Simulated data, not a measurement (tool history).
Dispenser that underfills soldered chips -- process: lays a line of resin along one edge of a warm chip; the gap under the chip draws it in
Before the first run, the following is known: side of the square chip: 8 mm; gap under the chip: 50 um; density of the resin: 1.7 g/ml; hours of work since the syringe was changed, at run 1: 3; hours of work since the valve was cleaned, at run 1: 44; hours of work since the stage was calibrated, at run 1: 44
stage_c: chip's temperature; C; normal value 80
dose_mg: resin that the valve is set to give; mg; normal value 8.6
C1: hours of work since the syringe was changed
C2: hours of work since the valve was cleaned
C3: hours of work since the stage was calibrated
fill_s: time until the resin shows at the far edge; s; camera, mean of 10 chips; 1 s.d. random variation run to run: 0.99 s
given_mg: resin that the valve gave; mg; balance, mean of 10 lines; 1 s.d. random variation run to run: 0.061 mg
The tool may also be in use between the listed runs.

Run 1, hour 0: usual settings; C1 3; C2 44; C3 44. Result: fill_s 117.3 s, given_mg 8.36 mg.
At hour 4.8: new syringe of resin.
Run 2, hour 4.8: usual settings but stage_c 70 C; C1 0; C2 47; C3 47. Result: fill_s 148.6 s, given_mg 8.23 mg.
Run 3, hour 8.3: usual settings but stage_c 70 C; C1 3; C2 50; C3 50. Result: fill_s 185.1 s, given_mg 8.22 mg.
Run 4, hour 10.1: usual settings; C1 4; C2 51; C3 51. Result: fill_s 129.4 s, given_mg 8.22 mg.
At hour 12.8: new syringe of resin.
Run 5, hour 13: usual settings but stage_c 67 C; C1 0; C2 53; C3 53. Result: fill_s 178.7 s, given_mg 8.27 mg.
Run 6, hour 16.9: usual settings; C1 3; C2 56; C3 56. Result: fill_s 121.5 s, given_mg 8.31 mg.
Run 7, hour 19.6: usual settings; C1 5; C2 58; C3 58. Result: fill_s 143 s, given_mg 8.25 mg.
At hour 20.9: new syringe of resin.
Run 8, hour 24.3: usual settings; C1 3; C2 62; C3 62. Result: fill_s 117.6 s, given_mg 8.2 mg.
Run 9, hour 28.1: usual settings; C1 6; C2 65; C3 65. Result: fill_s 143.8 s, given_mg 8.19 mg.
At hour 29.2: new syringe of resin.
Run 10, hour 31.6: usual settings; C1 2; C2 67; C3 67. Result: fill_s 108.1 s, given_mg 8.17 mg.
Run 11, hour 35.9: usual settings but stage_c 76 C, dose_mg 9.37 mg; C1 5; C2 71; C3 71. Result: fill_s 169.2 s, given_mg 8.79 mg.
At hour 37.3: new syringe of resin.
Run 12, hour 39: usual settings but stage_c 68 C; C1 1; C2 73; C3 73. Result: fill_s 181.5 s, given_mg 8.07 mg.
Run 13, hour 43.2: usual settings but stage_c 68 C; C1 5; C2 76; C3 76. Result: fill_s 234.6 s, given_mg 8.16 mg.
At hour 45.5: new syringe of resin.
Run 14, hour 47.9: usual settings but dose_mg 8.34 mg; C1 2; C2 80; C3 80. Result: fill_s 111.7 s, given_mg 7.89 mg.
Run 15, hour 51.6: usual settings but dose_mg 8.34 mg; C1 5; C2 83; C3 83. Result: fill_s 141.4 s, given_mg 7.77 mg.
At hour 53.5: new syringe of resin.
Run 16, hour 56.1: usual settings but stage_c 70 C; C1 2; C2 86; C3 86. Result: fill_s 178.2 s, given_mg 7.92 mg.
Run 17, hour 58.6: usual settings but stage_c 66 C, dose_mg 7.74 mg; C1 4; C2 88; C3 88. Result: fill_s 256.9 s, given_mg 7.24 mg.
Run 18, hour 60.5: usual settings but stage_c 81 C, dose_mg 8.92 mg; C1 5; C2 89; C3 89. Result: fill_s 146 s, given_mg 8.36 mg.
At hour 61.7: new syringe of resin.
Run 19, hour 63.3: usual settings but stage_c 83 C, dose_mg 9.98 mg; C1 1; C2 91; C3 91. Result: fill_s 93.4 s, given_mg 9.45 mg.

Below are 5 alternative next runs, each starting from the tool's condition after run 19. Predict each:
Run A, hour 67.6: usual settings but stage_c 72 C, dose_mg 9.98 mg; C1 5; C2 95; C3 95. Result: fill_s ?, given_mg ?.
Run B, hour 67.6: usual settings but stage_c 86 C, dose_mg 10.44 mg; C1 5; C2 95; C3 95. Result: fill_s ?, given_mg ?.
Run C, hour 67.6: usual settings but stage_c 69 C, dose_mg 10.91 mg; C1 5; C2 95; C3 95. Result: fill_s ?, given_mg ?.
Run D, hour 67.6: usual settings but stage_c 71 C, dose_mg 9.23 mg; C1 5; C2 95; C3 95. Result: fill_s ?, given_mg ?.
Run E, hour 67.6: usual settings but dose_mg 9.33 mg; C1 5; C2 95; C3 95. Result: fill_s ?, given_mg ?.

run  fill_s  given_mg
  A   192.5      9.34
  B   102.9      9.76
  C     223     10.26
  D   205.2      8.55
  E   138.7      8.65
With no hidden state in the tool, these same runs would have given:
run  fill_s  given_mg
  A   131.9     10.03
  B    70.5     10.48
  C     153     11.01
  D   140.1      9.18
  E    95.1      9.29
